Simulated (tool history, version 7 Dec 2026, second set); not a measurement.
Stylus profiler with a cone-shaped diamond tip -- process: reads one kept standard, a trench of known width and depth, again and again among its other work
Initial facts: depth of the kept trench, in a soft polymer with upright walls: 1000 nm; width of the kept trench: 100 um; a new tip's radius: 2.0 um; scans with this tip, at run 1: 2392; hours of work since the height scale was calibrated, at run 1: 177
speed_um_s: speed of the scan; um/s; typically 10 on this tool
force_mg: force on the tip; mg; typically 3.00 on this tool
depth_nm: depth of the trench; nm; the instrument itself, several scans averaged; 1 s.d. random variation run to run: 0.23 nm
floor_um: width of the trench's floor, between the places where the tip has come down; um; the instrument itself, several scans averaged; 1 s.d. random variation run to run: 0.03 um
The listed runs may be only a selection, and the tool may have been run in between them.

run,hour,speed_um_s,force_mg,scans with this tip,hours of work since the height scale was calibrated,depth_nm,floor_um
1,0.0,10,3.00,2392,177,1014.72,96.04
2,75.9,10,3.96,2987,222,1017.65,95.98
3,166.3,10,3.96,3695,274,1017.58,95.85
4,243.4,12,3.96,4299,319,1017.20,95.77
5,310.0,10,2.26,4820,358,1011.54,95.67
6,357.9,10,2.26,5195,385,1011.35,95.63
7,435.3,10,8.35,5802,430,1028.50,95.58
8,532.4,24,3.00,6562,487,1013.40,95.44

Expected results for the next run?
9,607.7,24,3.00,7152,531,?,?

depth_nm: 1013.56 nm
floor_um: 95.34 um
With the hidden condition absent and the run-to-run variation left alone, this run would have shown depth_nm 1015.34 nm, floor_um 96.46 um.
